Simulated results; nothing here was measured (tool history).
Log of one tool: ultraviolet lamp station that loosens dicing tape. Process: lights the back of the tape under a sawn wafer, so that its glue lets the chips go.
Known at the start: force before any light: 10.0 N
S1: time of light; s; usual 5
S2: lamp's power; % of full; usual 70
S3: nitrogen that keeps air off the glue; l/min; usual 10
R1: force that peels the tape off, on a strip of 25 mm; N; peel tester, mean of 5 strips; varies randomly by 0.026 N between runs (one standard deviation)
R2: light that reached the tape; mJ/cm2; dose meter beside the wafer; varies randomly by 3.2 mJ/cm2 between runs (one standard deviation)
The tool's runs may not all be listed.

Run 1, hour 0.0: usual settings. Result: R1 1.577 N, R2 436 mJ/cm2.
Run 2, hour 41.1: usual settings but S3 11 l/min. Result: R1 1.505 N, R2 436 mJ/cm2.
Run 3, hour 75.7: usual settings but S3 11 l/min. Result: R1 1.578 N, R2 436 mJ/cm2.
Run 4, hour 138.3: usual settings but S3 11 l/min. Result: R1 1.688 N, R2 422 mJ/cm2.
Run 5, hour 202.4: usual settings. Result: R1 1.820 N, R2 409 mJ/cm2.
Run 6, hour 234.0: usual settings. Result: R1 1.803 N, R2 411 mJ/cm2.
Run 7, hour 261.7: usual settings but S3 6 l/min. Result: R1 2.474 N, R2 404 mJ/cm2.
Run 8, hour 328.4: usual settings. Result: R1 1.537 N, R2 454 mJ/cm2.
Run 9, hour 393.9: usual settings but S1 2 s. Result: R1 4.562 N, R2 179 mJ/cm2.
Run 10, hour 432.9: usual settings but S1 3 s. Result: R1 3.327 N, R2 262 mJ/cm2.
Run 11, hour 474.2: usual settings but S1 3 s. Result: R1 3.422 N, R2 260 mJ/cm2.
Run 12, hour 520.9: usual settings but S1 2 s, S3 3 l/min. Result: R1 6.083 N, R2 171 mJ/cm2.
Run 13, hour 579.6: usual settings but S1 2 s, S2 72 % of full, S3 3 l/min. Result: R1 5.885 N, R2 172 mJ/cm2.
Run 14, hour 610.1: usual settings but S2 95 % of full. Result: R1 1.042 N, R2 564 mJ/cm2.
Run 15, hour 649.6: usual settings but S1 9 s, S2 81 % of full, S3 6 l/min. Result: R1 0.644 N, R2 848 mJ/cm2.
Run 16, hour 680.7: usual settings but S1 9 s, S2 81 % of full, S3 6 l/min. Result: R1 0.631 N, R2 841 mJ/cm2.
Run 17, hour 746.1: usual settings but S1 7 s, S2 66 % of full, S3 11 l/min. Result: R1 1.158 N, R2 513 mJ/cm2.
Run 18, hour 780.4: usual settings but S2 85 % of full. Result: R1 1.451 N, R2 468 mJ/cm2.
Run 19, hour 808.7: usual settings but S1 2 s, S2 64 % of full, S3 4 l/min. Result: R1 6.590 N, R2 140 mJ/cm2.
Run 20, hour 846.8: usual settings but S1 2 s, S2 92 % of full, S3 12 l/min. Result: R1 4.206 N, R2 201 mJ/cm2.

Withheld: 1 entry from between the runs. Position of each, and hidden state at the listed run before versus the listed run after:
From run 7 to run 8: window cleaned of glue's vapour (hour 268.1)
  lamp's light, % of a new lamp's: 93.7 -> 92.6; light that the window lets through, % of a clean one's: 86.3 -> 98.2
  difference, measured minus the result without the unlogged condition, R1: +0.670 -> +0.242 N; R2: -96 -> -46 mJ/cm2

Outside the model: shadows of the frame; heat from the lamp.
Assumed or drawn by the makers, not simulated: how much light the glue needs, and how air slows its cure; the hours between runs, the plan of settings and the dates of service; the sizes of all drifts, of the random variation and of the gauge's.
